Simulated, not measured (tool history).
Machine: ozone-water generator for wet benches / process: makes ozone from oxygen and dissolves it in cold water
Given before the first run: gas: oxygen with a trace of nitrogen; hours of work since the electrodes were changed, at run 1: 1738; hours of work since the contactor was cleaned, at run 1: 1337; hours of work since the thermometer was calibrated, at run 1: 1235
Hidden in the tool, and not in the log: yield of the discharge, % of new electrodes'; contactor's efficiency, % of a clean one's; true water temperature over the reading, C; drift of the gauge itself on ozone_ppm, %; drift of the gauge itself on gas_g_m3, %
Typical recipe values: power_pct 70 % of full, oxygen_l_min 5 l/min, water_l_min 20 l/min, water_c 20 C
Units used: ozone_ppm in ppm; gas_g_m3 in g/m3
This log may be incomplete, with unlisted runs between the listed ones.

run	day	power_pct	oxygen_l_min	water_l_min	water_c	hours of work since the electrodes were changed	hours of work since the contactor was cleaned	hours of work since the thermometer was calibrated	ozone_ppm	gas_g_m3
1	0	70	5	20	20	1738	1337	1235	15.7	196.4
2	4.617	70	5	20	20	1811	1411	1309	15.5	199.4
3	8.85	70	5	20	20	1879	1478	1376	15.5	198.8
4	12.704	70	5	22	20	1940	1540	1438	14.2	197
5	17.142	70	5	22	20	2011	1611	1509	14.4	198.2
6	21.071	70	5	22	20	2073	1673	1571	14.4	196.8
7	24.629	70	8.56	17	13	2130	1730	1628	19.5	149.8
8	29.042	70	4.77	20	16	2200	1800	1698	16.2	201.8
9	32.704	61	5.7	16	21	2259	1859	1757	17.2	171.3

Run 10 has not been measured yet. What should we expect?
10	35.546	61	5.7	16	21	2304	1904	1802	?	?

Run 10 came out at ozone_ppm 17.2 ppm, gas_g_m3 174.3 g/m3.
The same run, on a tool lacking any hidden state, would have yielded ozone_ppm 17.3 ppm, gas_g_m3 172.6 g/m3.
